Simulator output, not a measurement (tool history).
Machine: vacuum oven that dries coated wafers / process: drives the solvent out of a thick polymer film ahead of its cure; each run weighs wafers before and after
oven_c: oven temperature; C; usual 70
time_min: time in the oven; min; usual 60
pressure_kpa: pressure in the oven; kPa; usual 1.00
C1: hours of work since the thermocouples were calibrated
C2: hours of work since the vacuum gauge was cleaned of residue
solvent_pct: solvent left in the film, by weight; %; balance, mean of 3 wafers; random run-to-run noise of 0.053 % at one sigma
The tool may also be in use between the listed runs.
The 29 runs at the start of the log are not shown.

{"run": 30, "hour": 316.2, "oven_c": 70, "time_min": 68, "pressure_kpa": 1.0, "C1": 203, "C2": 59, "solvent_pct": 1.55}
{"run": 31, "hour": 324.1, "oven_c": 55, "time_min": 47, "pressure_kpa": 0.66, "C1": 208, "C2": 65, "solvent_pct": 7.97}
{"hour": 327.6, "done": "vacuum gauge cleaned of residue and calibrated, once more"}
{"run": 32, "hour": 334.3, "oven_c": 55, "time_min": 47, "pressure_kpa": 0.66, "C1": 215, "C2": 5, "solvent_pct": 7.86}
{"run": 33, "hour": 345.9, "oven_c": 77, "time_min": 55, "pressure_kpa": 1.32, "C1": 223, "C2": 13, "solvent_pct": 1.12}
{"run": 34, "hour": 357.5, "oven_c": 77, "time_min": 55, "pressure_kpa": 1.32, "C1": 231, "C2": 21, "solvent_pct": 1.03}
{"run": 35, "hour": 366.1, "oven_c": 66, "time_min": 60, "pressure_kpa": 1.0, "C1": 237, "C2": 27, "solvent_pct": 2.76}
{"run": 36, "hour": 381.4, "oven_c": 61, "time_min": 106, "pressure_kpa": 1.0, "C1": 248, "C2": 38, "solvent_pct": 2.04}
{"run": 37, "hour": 389.8, "oven_c": 61, "time_min": 35, "pressure_kpa": 3.74, "C1": 254, "C2": 44, "solvent_pct": 9.44}
{"run": 38, "hour": 400.4, "oven_c": 73, "time_min": 55, "pressure_kpa": 1.89, "C1": 262, "C2": 52, "solvent_pct": 2.0}
{"run": 39, "hour": 414.2, "oven_c": 70, "time_min": 91, "pressure_kpa": 0.61, "C1": 272, "C2": 62, "solvent_pct": 0.66}
{"run": 40, "hour": 427.1, "oven_c": 70, "time_min": 91, "pressure_kpa": 0.61, "C1": 281, "C2": 71, "solvent_pct": 0.8}
{"run": 41, "hour": 440.5, "oven_c": 70, "time_min": 45, "pressure_kpa": 1.42, "C1": 290, "C2": 80, "solvent_pct": 3.25}
{"run": 42, "hour": 451.2, "oven_c": 55, "time_min": 31, "pressure_kpa": 1.0, "C1": 298, "C2": 88, "solvent_pct": 10.57}
{"run": 43, "hour": 464.0, "oven_c": 75, "time_min": 61, "pressure_kpa": 1.0, "C1": 307, "C2": 97, "solvent_pct": 1.01}
{"run": 44, "hour": 473.6, "oven_c": 73, "time_min": 61, "pressure_kpa": 1.0, "C1": 314, "C2": 104, "solvent_pct": 1.26}
{"run": 45, "hour": 480.7, "oven_c": 70, "time_min": 98, "pressure_kpa": 1.0, "C1": 319, "C2": 109, "solvent_pct": 0.83}
{"run": 46, "hour": 490.4, "oven_c": 77, "time_min": 60, "pressure_kpa": 1.69, "C1": 326, "C2": 116, "solvent_pct": 1.19}
{"run": 47, "hour": 499.9, "oven_c": 67, "time_min": 49, "pressure_kpa": 1.06, "C1": 333, "C2": 123, "solvent_pct": 3.56}

What if the next run were any one of these 4? Each begins from the tool's condition after run 47:
{"run": "A", "hour": 510.4, "oven_c": 82, "time_min": 100, "pressure_kpa": 1.74, "C1": 340, "C2": 130, "solvent_pct": "?"}
{"run": "B", "hour": 510.4, "oven_c": 64, "time_min": 49, "pressure_kpa": 0.82, "C1": 340, "C2": 130, "solvent_pct": "?"}
{"run": "C", "hour": 510.4, "oven_c": 64, "time_min": 60, "pressure_kpa": 1.0, "C1": 340, "C2": 130, "solvent_pct": "?"}
{"run": "D", "hour": 510.4, "oven_c": 64, "time_min": 40, "pressure_kpa": 0.64, "C1": 340, "C2": 130, "solvent_pct": "?"}

run=A solvent_pct=0.69
run=B solvent_pct=4.43
run=C solvent_pct=3.53
run=D solvent_pct=5.45
With no hidden state in the tool, these same runs would have given:
run=A solvent_pct=0.67
run=B solvent_pct=4.22
run=C solvent_pct=3.34
run=D solvent_pct=5.23

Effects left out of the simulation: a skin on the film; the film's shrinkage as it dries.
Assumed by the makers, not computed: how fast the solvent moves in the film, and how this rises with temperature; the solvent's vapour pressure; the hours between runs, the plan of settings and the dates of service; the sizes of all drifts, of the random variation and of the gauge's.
